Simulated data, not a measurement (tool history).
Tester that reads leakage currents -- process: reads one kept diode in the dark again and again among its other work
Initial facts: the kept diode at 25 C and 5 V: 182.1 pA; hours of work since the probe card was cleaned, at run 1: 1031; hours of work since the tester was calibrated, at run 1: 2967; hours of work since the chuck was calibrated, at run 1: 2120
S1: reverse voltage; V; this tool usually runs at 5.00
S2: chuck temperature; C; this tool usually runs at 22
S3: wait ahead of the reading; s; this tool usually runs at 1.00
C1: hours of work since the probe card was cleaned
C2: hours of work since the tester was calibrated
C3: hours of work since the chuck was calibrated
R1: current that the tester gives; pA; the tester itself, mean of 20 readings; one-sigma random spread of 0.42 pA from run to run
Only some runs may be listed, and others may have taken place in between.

run    hour     S1  S2    S3    C1    C2    C3       R1
  1     0.0   5.00  22  1.00  1031  2967  2120   138.52
  2    95.6   5.00  22  1.00  1104  3041  2193   139.39
  3   156.1   5.00  22  1.00  1151  3087  2240   137.86
  4   214.7   5.00  22  1.00  1196  3132  2285   138.35
  5   308.5   5.00  22  3.06  1268  3204  2357   137.64
  6   395.8   5.00  22  1.00  1335  3271  2424   138.61
      439.1  -- chuck's temperature calibrated
  7   439.1   5.00  22  1.00  1367  3303     0   138.40
  8   525.5   5.00  22  1.00  1434  3370    66   138.09
  9   601.5   5.00  27  1.00  1492  3428   125   220.29
 10   691.8   5.00  27  1.00  1562  3498   194   219.44
 11   754.0   3.87  27  1.00  1610  3546   242   197.95
 12   813.3   3.87  27  1.00  1655  3591   288   196.24
 13   895.2   3.87  27  1.00  1718  3654   351   197.82
 14   961.1   3.87  27  1.00  1769  3705   402   196.79
 15  1046.3   5.00  22  1.00  1834  3770   467   138.49
 16  1106.8   5.00  22  8.24  1881  3817   514   137.23
 17  1203.6   5.00  22  8.24  1955  3891   588   138.28
 18  1275.5   5.00  22  8.24  2011  3947   644   138.23
 19  1371.3   5.00  22  8.24  2084  4020   717   136.91
 20  1428.3   5.00  22  8.24  2128  4064   761   137.30
 21  1482.3   5.00  22  0.77  2170  4106   803   139.55
 22  1542.8   5.00  22  0.77  2216  4152   849   139.12
     1559.5  -- tester calibrated
 23  1605.7  15.77  22  0.77  2263    36   896   229.33
 24  1687.1  13.84  23  0.76  2326    98   959   236.92
 25  1756.7  11.94  22  4.15  2379   152  1012   199.35
 26  1842.0  11.94  42  3.52  2445   217  1078  1180.85
 27  1888.1  11.94  27  1.66  2480   253  1113   320.75
 28  1936.3  11.94  27  1.66  2518   290  1151   318.62
 29  2012.3   5.00  22  1.37  2576   348  1209   138.10
 30  2104.3   5.00  22  1.37  2647   419  1280   137.75
 31  2179.1   5.00  22  0.38  2704   477  1337   140.47
 32  2265.8   6.71  31  2.13  2771   543  1404   356.93
 33  2345.5   6.71  31  1.18  2832   605  1465   359.83
 34  2430.2   6.71  31  1.18  2898   670  1530   358.31
 35  2491.7   6.71  47  0.47  2945   717  1578  1400.58
 36  2544.3   6.71  53  0.47  2985   758  1618  2240.16
 37  2589.1   6.71  27  1.07  3020   792  1653   250.35
     2618.5  -- probe card cleaned and baked
 38  2633.5  19.97  22  4.31    12   824  1685   247.41
 39  2729.9  19.97  22  4.31    86   898  1759   249.08
 40  2775.1   6.29  47  0.63   121   933  1794  1352.95

Per-run results on a tool with no hidden state, each run keeping its own random variation:
Unlogged tool condition in this case: stray current of the dirty probe card, pA a volt; current scale over the true one, %; true chuck temperature over the reading, C; drift of the gauge itself on leakage_pa, %.
run       R1
  1   138.38
  2   139.24
  3   137.70
  4   138.19
  5   137.47
  6   138.43
  7   138.42
  8   138.09
  9   220.32
 10   219.46
 11   197.96
 12   196.25
 13   197.83
 14   196.78
 15   138.45
 16   137.19
 17   138.23
 18   138.17
 19   136.85
 20   137.24
 21   139.48
 22   139.05
 23   229.07
 24   236.67
 25   199.13
 26  1180.39
 27   320.48
 28   318.34
 29   137.98
 30   137.62
 31   140.33
 32   356.67
 33   359.56
 34   358.02
 35  1399.85
 36  2239.06
 37   250.09
 38   247.27
 39   248.91
 40  1352.24

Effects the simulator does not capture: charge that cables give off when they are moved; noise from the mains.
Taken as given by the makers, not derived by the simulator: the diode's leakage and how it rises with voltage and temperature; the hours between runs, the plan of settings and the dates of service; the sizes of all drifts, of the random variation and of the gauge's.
